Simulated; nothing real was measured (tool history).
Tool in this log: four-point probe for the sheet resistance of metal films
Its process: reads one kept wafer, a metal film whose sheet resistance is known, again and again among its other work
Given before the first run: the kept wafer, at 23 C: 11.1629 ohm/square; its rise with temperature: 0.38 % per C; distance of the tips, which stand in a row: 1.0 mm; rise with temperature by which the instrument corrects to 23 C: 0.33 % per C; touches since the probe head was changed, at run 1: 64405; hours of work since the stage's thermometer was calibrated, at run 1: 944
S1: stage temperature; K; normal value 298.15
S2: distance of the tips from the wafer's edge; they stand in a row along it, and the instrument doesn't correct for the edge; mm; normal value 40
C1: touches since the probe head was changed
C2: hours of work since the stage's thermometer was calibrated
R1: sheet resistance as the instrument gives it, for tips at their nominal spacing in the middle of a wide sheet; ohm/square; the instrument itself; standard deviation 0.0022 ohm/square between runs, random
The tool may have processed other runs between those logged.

run	hour	S1	S2	C1	C2	R1
1	0.0	298.15	40	64405	944	11.039994
2	45.8	298.15	12	65796	966	11.069347
3	67.9	298.15	40	66467	977	11.037841
4	94.7	298.15	40	67283	990	11.031655
5	120.7	301.15	40	68074	1003	11.042594
6	160.9	301.15	40	69293	1023	11.044093
7	192.4	303.15	40	70250	1038	11.051018
# hour 211.8: new probe head fitted
8	225.2	292.15	40	406	1054	11.107318
9	247.1	298.15	40	1071	1064	11.134495
10	282.6	298.15	29	2150	1082	11.136953
11	324.6	298.15	29	3426	1102	11.132683
12	371.7	298.15	29	4857	1126	11.131025
13	416.0	298.15	8	6204	1147	11.211514
14	448.8	298.15	8	7201	1163	11.211533
15	487.6	298.15	8	8379	1182	11.212404
16	520.0	298.15	8	9362	1198	11.208579
17	542.7	298.15	5	10054	1209	11.349049
18	580.4	298.15	5	11199	1228	11.348594
19	603.9	298.15	5	11912	1239	11.343732
# hour 632.9: stage's thermometer calibrated
20	633.3	298.15	5	12790	0	11.336986
21	671.5	298.15	5	13952	19	11.336928
22	709.2	298.15	5	15097	37	11.334565
23	756.2	298.15	5	16525	61	11.332261
24	799.2	295.15	27	17832	82	11.084558
# hour 834.2: stage's thermometer calibrated, once more
25	835.2	305.15	26	18911	1	11.155821
26	856.5	305.15	26	19558	11	11.153180
27	887.3	305.15	26	20493	26	11.152410
28	928.0	294.15	14	21729	46	11.117741
29	963.1	300.15	3	22796	63	11.737293
30	1005.9	300.15	3	24096	84	11.735144
31	1047.3	297.15	11	25353	105	11.143483
32	1092.6	296.15	60	26729	127	11.090100
33	1133.1	292.15	25	27962	147	11.071516
34	1178.7	292.15	63	29348	169	11.063855
35	1226.6	306.15	35	30802	193	11.130883
36	1249.0	300.15	4	31483	204	11.458872
37	1286.1	292.15	66	32611	222	11.056920
38	1327.2	292.15	66	33858	242	11.052558
39	1349.2	295.15	33	34528	253	11.070646
40	1377.6	303.15	40	35390	267	11.108251
41	1406.4	303.15	14	36266	281	11.137480

5 ways to go on from here, each from the tool as it stands after run 41. What would each give?
A	1436.6	306.15	16	37183	296	?
B	1436.6	306.15	40	37183	296	?
C	1436.6	298.15	4	37183	296	?
D	1436.6	297.15	8	37183	296	?
E	1436.6	293.15	10	37183	296	?

run	R1
A	11.138506
B	11.116037
C	11.436497
D	11.161531
E	11.112134
Without the tool's unlogged condition, the same runs would have read:
run	R1
A	11.237183
B	11.214528
C	11.537702
D	11.260504
E	11.210754
